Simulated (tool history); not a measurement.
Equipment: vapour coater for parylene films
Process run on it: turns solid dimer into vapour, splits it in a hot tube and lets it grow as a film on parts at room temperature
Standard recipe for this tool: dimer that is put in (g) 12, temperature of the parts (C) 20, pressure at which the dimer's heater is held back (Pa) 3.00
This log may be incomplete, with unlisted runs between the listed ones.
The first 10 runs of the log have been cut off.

run,hour,dimer that is put in (g),temperature of the parts (C),pressure at which the dimer's heater is held back (Pa),hours of work since the trap's valve was overhauled,hours of work since the table's thermometer was calibrated,thickness of the film (nm)
11,172.6,12,20,3.00,170,50,1926
12,191.5,12,20,10.23,184,64,1473
13,208.6,12,20,6.36,196,76,1625
14,234.2,8,20,3.00,215,95,1280
15,245.5,12,20,3.00,223,103,1910
16,262.4,5,20,3.00,235,115,796
17,284.1,11,27,11.29,251,131,1014
18,305.7,11,27,11.29,267,147,1013
19,331.5,11,14,11.29,285,165,1633
# hour 338.0: trap's valve overhauled
20,359.1,12,14,7.06,15,183,2084
21,380.1,12,14,3.82,31,198,2381
22,400.7,12,14,3.82,46,213,2371
23,412.7,9,29,3.00,54,222,1076
24,427.3,9,29,3.00,65,232,1074
25,447.2,7,21,2.28,79,247,1189
26,464.6,6,30,2.28,92,259,727
27,483.5,13,20,4.51,106,273,1974
28,506.2,7,15,7.21,122,290,1159
29,526.3,14,20,11.83,137,304,1717
30,537.5,9,14,3.17,145,312,1826
31,548.6,6,21,4.51,153,320,872

Below are 4 alternative next runs, each starting from the tool's condition after run 31. Predict each:
A,563.0,9,13,2.72,164,331,?
B,563.0,6,20,3.00,164,331,?
C,563.0,22,13,2.13,164,331,?
D,563.0,17,20,3.00,164,331,?

run,thickness of the film (nm)
A,1964
B,993
C,5051
D,2792
Stripped of hidden state, with their random variation kept, the same runs would have yielded:
run,thickness of the film (nm)
A,1998
B,1010
C,5137
D,2840
